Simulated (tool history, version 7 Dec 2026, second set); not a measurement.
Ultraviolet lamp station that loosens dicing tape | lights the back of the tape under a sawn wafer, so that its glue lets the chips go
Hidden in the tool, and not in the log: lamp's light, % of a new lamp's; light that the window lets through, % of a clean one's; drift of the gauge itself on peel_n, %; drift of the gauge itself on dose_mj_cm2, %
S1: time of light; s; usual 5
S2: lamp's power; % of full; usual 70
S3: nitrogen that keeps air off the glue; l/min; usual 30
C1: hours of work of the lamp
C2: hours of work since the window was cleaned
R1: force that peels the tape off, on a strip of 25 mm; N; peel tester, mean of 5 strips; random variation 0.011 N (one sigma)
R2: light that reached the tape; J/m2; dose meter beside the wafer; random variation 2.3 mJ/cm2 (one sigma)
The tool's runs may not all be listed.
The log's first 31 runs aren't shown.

| run | hour | S1 | S2 | S3 | C1 | C2 | R1 | R2 |
|---|---|---|---|---|---|---|---|---|
| 32 | 891.8 | 5 | 82 | 36 | 530 | 590 | 0.510 | 2270 |
|  | 900.3 | window cleaned of glue's vapour |
| 33 | 918.7 | 5 | 70 | 28 | 544 | 10 | 0.701 | 2150 |
| 34 | 949.8 | 5 | 76 | 13 | 560 | 26 | 1.192 | 2300 |
| 35 | 971.9 | 5 | 86 | 30 | 572 | 38 | 0.468 | 2580 |
| 36 | 988.7 | 5 | 67 | 30 | 581 | 47 | 0.756 | 1970 |
| 37 | 1014.4 | 3 | 70 | 11 | 594 | 60 | 3.645 | 1240 |
| 38 | 1040.1 | 4 | 66 | 30 | 608 | 74 | 1.285 | 1560 |
| 39 | 1062.6 | 4 | 66 | 30 | 620 | 85 | 1.255 | 1560 |
| 40 | 1088.8 | 4 | 66 | 30 | 634 | 99 | 1.299 | 1540 |
| 41 | 1108.7 | 4 | 66 | 30 | 644 | 110 | 1.304 | 1520 |

4 ways to go on from here, each from the tool as it stands after run 41. What would each give?
| A | 1137.7 | 4 | 66 | 11 | 659 | 125 | ? | ? |
| B | 1137.7 | 7 | 63 | 54 | 659 | 125 | ? | ? |
| C | 1137.7 | 6 | 77 | 10 | 659 | 125 | ? | ? |
| D | 1137.7 | 5 | 94 | 30 | 659 | 125 | ? | ? |

| run | R1 | R2 |
|---|---|---|
| A | 2.652 | 1550 |
| B | 0.321 | 2540 |
| C | 1.152 | 2660 |
| D | 0.416 | 2690 |
Without the tool's hidden state the same runs would have given:
| run | R1 | R2 |
|---|---|---|
| A | 1.967 | 1880 |
| B | 0.268 | 3100 |
| C | 0.764 | 3240 |
| D | 0.314 | 3280 |
